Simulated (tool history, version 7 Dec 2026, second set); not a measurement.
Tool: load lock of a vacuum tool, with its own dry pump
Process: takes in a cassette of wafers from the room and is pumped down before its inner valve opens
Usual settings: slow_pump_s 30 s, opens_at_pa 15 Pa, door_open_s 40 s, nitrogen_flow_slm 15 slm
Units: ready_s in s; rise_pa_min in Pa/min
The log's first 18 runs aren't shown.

| run | hour | slow_pump_s | opens_at_pa | door_open_s | nitrogen_flow_slm | incoming humidity of the room's air, % | ready_s | rise_pa_min |
|---|---|---|---|---|---|---|---|---|
| 19 | 1110.7 | 30 | 15 | 58 | 12 | 44.5 | 44.8 | 0.051 |
| 20 | 1160.2 | 28 | 15 | 40 | 4 | 45.1 | 43.1 | 0.057 |
| 21 | 1218.7 | 27 | 15 | 40 | 22 | 47.1 | 42.4 | 0.04 |
| 22 | 1311.7 | 57 | 27 | 44 | 11 | 41.5 | 67.7 | 0.048 |
| 23 | 1354.2 | 30 | 13 | 55 | 37 | 43.2 | 45.4 | 0.04 |
| 24 | 1409.8 | 53 | 15 | 177 | 15 | 43.9 | 65.3 | 0.052 |
| 25 | 1491.6 | 30 | 15 | 49 | 15 | 42.7 | 45.1 | 0.048 |
| 26 | 1549.8 | 30 | 30 | 40 | 17 | 43 | 43.7 | 0.043 |
| 27 | 1639.7 | 22 | 15 | 40 | 5 | 45.8 | 37.8 | 0.058 |
| 28 | 1726.6 | 35 | 15 | 40 | 11 | 45.3 | 49.4 | 0.054 |
| 29 | 1811.1 | 35 | 15 | 40 | 11 | 46.8 | 49.4 | 0.051 |
| 30 | 1894.7 | 55 | 15 | 40 | 29 | 43 | 66.9 | 0.04 |
| 31 | 1939.1 | 55 | 15 | 40 | 29 | 44.9 | 67.2 | 0.045 |
| 32 | 1989 | 55 | 15 | 79 | 29 | 46.4 | 67.5 | 0.048 |
| 33 | 2052.1 | 56 | 15 | 117 | 29 | 46.8 | 68.1 | 0.051 |
| 34 | 2119.1 | 56 | 15 | 150 | 5 | 43.2 | 68.2 | 0.072 |
| 35 | 2161.5 | 56 | 15 | 150 | 5 | 43.3 | 68.2 | 0.072 |
| 36 | 2255.7 | 58 | 22 | 215 | 4 | 48.4 | 68.9 | 0.091 |
| 37 | 2314.7 | 30 | 15 | 57 | 5 | 43.6 | 45.2 | 0.059 |
| 38 | 2401.8 | 30 | 15 | 57 | 5 | 44.6 | 44.8 | 0.074 |

3 ways to go on from here, each from the tool as it stands after run 38. What would each give?
| A | 2484.7 | 27 | 15 | 151 | 5 | 46.5 | ? | ? |
| B | 2484.7 | 20 | 20 | 57 | 9 | 48.9 | ? | ? |
| C | 2484.7 | 30 | 15 | 81 | 15 | 42.8 | ? | ? |

| run | ready_s | rise_pa_min |
|---|---|---|
| A | 42.3 | 0.083 |
| B | 35.4 | 0.063 |
| C | 45.1 | 0.059 |
Without the tool's hidden state the same runs would have given:
| run | ready_s | rise_pa_min |
|---|---|---|
| A | 41.9 | 0.051 |
| B | 35 | 0.031 |
| C | 44.7 | 0.027 |
